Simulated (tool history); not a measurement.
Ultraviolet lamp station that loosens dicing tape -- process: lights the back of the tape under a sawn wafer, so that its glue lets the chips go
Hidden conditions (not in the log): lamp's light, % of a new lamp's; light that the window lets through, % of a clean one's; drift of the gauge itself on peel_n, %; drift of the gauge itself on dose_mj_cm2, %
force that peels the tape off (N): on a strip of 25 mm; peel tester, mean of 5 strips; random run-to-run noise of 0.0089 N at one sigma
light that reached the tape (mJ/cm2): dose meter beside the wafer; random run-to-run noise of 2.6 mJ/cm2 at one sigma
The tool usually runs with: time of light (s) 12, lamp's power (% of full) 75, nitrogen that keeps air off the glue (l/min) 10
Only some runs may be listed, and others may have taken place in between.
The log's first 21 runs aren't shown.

run,hour,time of light (s),lamp's power (% of full),nitrogen that keeps air off the glue (l/min),hours of work of the lamp,hours of work since the window was cleaned,force that peels the tape off (N),light that reached the tape (mJ/cm2)
22,231.8,22,75,10,442,152,0.222,517
23,243.9,22,75,10,449,158,0.226,514
24,258.0,22,75,10,456,166,0.234,518
25,267.6,22,75,10,462,171,0.222,508
26,280.2,24,82,5,468,178,0.238,607
27,290.1,9,78,5,474,183,1.558,216
28,302.3,9,78,5,480,190,1.491,214
29,309.5,17,75,10,484,194,0.285,389
30,324.4,7,82,4,492,202,2.542,177
31,330.7,15,69,4,496,205,0.828,316
32,339.6,7,90,8,501,210,1.380,191
33,352.5,12,75,10,508,217,0.544,272
34,365.8,12,69,6,515,225,1.002,249
35,378.0,7,61,10,521,231,2.327,128
36,392.9,7,61,10,530,239,2.384,125

Run 37 is up next; what results do you expect?
37,404.1,7,61,10,536,245,?,?

force that peels the tape off (N): 2.458
light that reached the tape (mJ/cm2): 129
With the hidden condition absent and the run-to-run variation left alone, this run would have shown force that peels the tape off (N) 1.767, light that reached the tape (mJ/cm2) 157.

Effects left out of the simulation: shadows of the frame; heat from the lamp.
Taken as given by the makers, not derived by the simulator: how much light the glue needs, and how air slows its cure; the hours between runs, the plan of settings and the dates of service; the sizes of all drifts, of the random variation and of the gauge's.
